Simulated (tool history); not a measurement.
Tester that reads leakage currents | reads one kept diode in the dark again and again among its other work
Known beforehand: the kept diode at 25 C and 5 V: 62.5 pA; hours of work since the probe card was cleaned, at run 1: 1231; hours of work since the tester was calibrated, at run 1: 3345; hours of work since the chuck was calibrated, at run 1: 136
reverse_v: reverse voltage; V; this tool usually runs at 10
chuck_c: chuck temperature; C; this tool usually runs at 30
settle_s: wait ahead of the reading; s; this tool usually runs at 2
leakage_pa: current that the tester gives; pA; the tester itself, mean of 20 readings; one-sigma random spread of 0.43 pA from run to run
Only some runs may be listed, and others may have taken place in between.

run,hour,reverse_v,chuck_c,settle_s,hours of work since the probe card was cleaned,hours of work since the tester was calibrated,hours of work since the chuck was calibrated,leakage_pa
1,0,10,30,2,1231,3345,136,148.19
2,153.1,10,30,2,1346,3460,251,150.47
3,251.9,10,30,2,1420,3534,326,151.33
4,338.5,10,30,9.07,1485,3599,391,151.63
5,519,10,30,9.07,1620,3735,526,153.75
6,659.6,10,30,9.07,1726,3840,632,154.75
7,848.1,7.4,30,2,1868,3982,773,134.4
8,949.4,10,30,2,1944,4058,849,159.97
9,1098.8,6.6,30,2,2056,4170,962,128.45
10,1182.9,1.4,30,2,2119,4233,1025,54.71
11,1271.7,10,30,2,2186,4300,1091,163.96
12,1402.7,10,30,2.94,2284,4398,1190,165.91
13,1578.9,10,30,2.94,2416,4531,1322,168.62
14,1664.3,10,30,2.94,2481,4595,1386,168.74
15,1754,10,30,2,2548,4662,1454,170.85
# hour 1893.7: tester calibrated
16,1918,10,30,2,2670,18,1575,172.79
17,2004.6,7,30,9.34,2735,83,1640,142.33
18,2153.8,7,30,9.34,2847,195,1752,144.46
19,2245.7,7,30,9.34,2916,264,1821,145.22
20,2371.4,4.6,33,2.5,3010,359,1916,148.25
# hour 2434.8: chuck's temperature calibrated
21,2517.1,10.2,20,2,3118,467,62,66.92
22,2634,1.2,30,2,3206,554,150,47.48
23,2759.8,7.4,21,2,3300,649,244,61.88
# hour 2919: tester calibrated, once more
24,2925.9,7.4,21,2,3423,5,367,60.79
# hour 2960.8: probe card cleaned and baked
25,3044.7,10,47,0.39,63,92,454,599.23
26,3158.2,10,47,0.39,148,177,539,600.68
27,3339.3,10,47,0.39,284,313,676,609.58
28,3430.5,10,47,0.39,353,382,744,615.15
29,3589.1,10,30,2.03,472,501,863,159.22
30,3723,10,48,0.45,572,602,964,676.08
31,3845.1,9.3,45,0.33,664,693,1055,522.24

Hidden condition of the tool, last listed run before each entry between runs versus first listed run after:
From run 15 to run 16: tester calibrated (hour 1893.7)
  stray current of the dirty probe card, pA a volt: 0.251 -> 0.262; current scale over the true one, %: 2.61 -> 2.95; true chuck temperature over the reading, C: 1.69 -> 1.82
  difference, measured minus the result without the unlogged condition, leakage_pa: +28.49 -> +30.95 pA
From run 20 to run 21: chuck's temperature calibrated (hour 2434.8)
  stray current of the dirty probe card, pA a volt: 0.293 -> 0.302; current scale over the true one, %: 3.14 -> 3.2; true chuck temperature over the reading, C: 2.21 -> 0.35
  difference, measured minus the result without the unlogged condition, leakage_pa: +29.63 -> +6.83 pA
From run 23 to run 24: tester calibrated, once more (hour 2919)
  stray current of the dirty probe card, pA a volt: 0.318 -> 0.33; current scale over the true one, %: 3.3 -> 0.01; true chuck temperature over the reading, C: 0.55 -> 0.7
  difference, measured minus the result without the unlogged condition, leakage_pa: +6.96 -> +5.86 pA
From run 24 to run 25: probe card cleaned and baked (hour 2960.8)
  stray current of the dirty probe card, pA a volt: 0.33 -> 0.033; current scale over the true one, %: 0.01 -> 0.06; true chuck temperature over the reading, C: 0.7 -> 0.81
  difference, measured minus the result without the unlogged condition, leakage_pa: +5.86 -> +35.93 pA
